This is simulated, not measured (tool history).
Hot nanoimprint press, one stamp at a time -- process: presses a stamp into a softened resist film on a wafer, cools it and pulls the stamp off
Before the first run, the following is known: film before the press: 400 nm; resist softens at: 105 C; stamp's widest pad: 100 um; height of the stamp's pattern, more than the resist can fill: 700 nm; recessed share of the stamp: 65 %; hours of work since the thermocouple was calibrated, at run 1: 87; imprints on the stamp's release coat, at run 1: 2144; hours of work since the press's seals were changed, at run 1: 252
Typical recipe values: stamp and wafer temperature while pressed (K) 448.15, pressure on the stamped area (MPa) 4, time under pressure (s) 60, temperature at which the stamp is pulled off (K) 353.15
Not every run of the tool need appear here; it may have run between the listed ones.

run	hour	stamp and wafer temperature while pressed (K)	pressure on the stamped area (MPa)	time under pressure (s)	temperature at which the stamp is pulled off (K)	hours of work since the thermocouple was calibrated	imprints on the stamp's release coat	hours of work since the press's seals were changed	resist left under the stamp's widest pad (angstrom)	greatest force while the stamp is pulled off (N)
1	0	448.15	4	60	353.15	87	2144	252	2034	274
2	10.3	448.15	4	60	353.15	95	2187	260	2034	272
3	18.7	448.15	4	60	353.15	101	2223	267	2008	277
4	30	448.15	4	60	353.15	110	2271	275	2020	277
5	35.7	448.15	4	33	353.15	114	2295	279	2469	278
6	48.7	448.15	4	33	353.15	124	2350	289	2461	276
7	55.9	448.15	4	33	353.15	130	2381	295	2471	284
# hour 72: stamp cleaned and given a new release coat
8	74.8	448.15	4	60	355.15	139	12	305	1990	149
9	80.7	448.15	4	60	355.15	144	37	309	1998	146
# hour 84.5: plate thermocouple calibrated
10	91.3	448.15	4	112	355.15	5	69	315	1553	144
11	100.5	448.15	3.06	112	355.15	12	108	322	1738	151
12	112.6	448.15	3.06	112	355.15	21	159	331	1730	153
# hour 123.4: plate thermocouple calibrated, once more
13	125.4	448.15	4	60	353.15	2	201	339	2030	162
14	136.1	448.15	4	60	353.15	10	246	347	2022	165
15	142.9	448.15	4	60	353.15	15	275	352	2032	163
16	154.1	448.15	4	60	353.15	23	323	361	2039	175
17	163	458.15	4	60	353.15	30	360	367	1295	167
18	169.9	437.15	5.09	36	353.15	36	389	373	3219	165
19	182.1	437.15	5.33	36	353.15	45	441	382	3218	180
20	194.6	453.15	2.5	45	353.15	54	494	392	2195	181
21	205	453.15	2.5	45	353.15	62	538	399	2190	179
22	213.6	453.15	2.5	45	353.15	69	575	406	2181	188
23	222.1	439.15	2.6	32	358.15	75	610	413	3471	156
24	232	456.15	4	60	348.15	83	652	420	1407	216
25	242.4	448.15	5.14	40	353.15	91	696	428	2109	190
26	253.4	448.15	5.14	40	353.15	99	743	436	2100	192
27	266.4	448.15	5.14	40	353.15	109	798	446	2120	187
28	276.7	448.15	3.9	40	353.15	117	842	454	2293	201
29	289.6	448.15	3.9	40	353.15	127	896	464	2311	202
30	303.1	448.15	3.9	40	353.15	137	953	474	2298	198
31	312.6	439.15	3.86	80	350.15	144	994	482	2660	226

Here are 3 independent what-if runs from the current tool condition. What would each one return?
A	320.4	439.15	3.86	38	350.15	150	1027	488	?	?
B	320.4	448.15	4.78	60	353.15	150	1027	488	?	?
C	320.4	448.15	4	60	357.15	150	1027	488	?	?

run	resist left under the stamp's widest pad (angstrom)	greatest force while the stamp is pulled off (N)
A	3182	224
B	1832	205
C	1992	181
With the hidden condition removed and each run's random variation left untouched, the same runs would have given:
run	resist left under the stamp's widest pad (angstrom)	greatest force while the stamp is pulled off (N)
A	3231	171
B	1879	157
C	2042	139
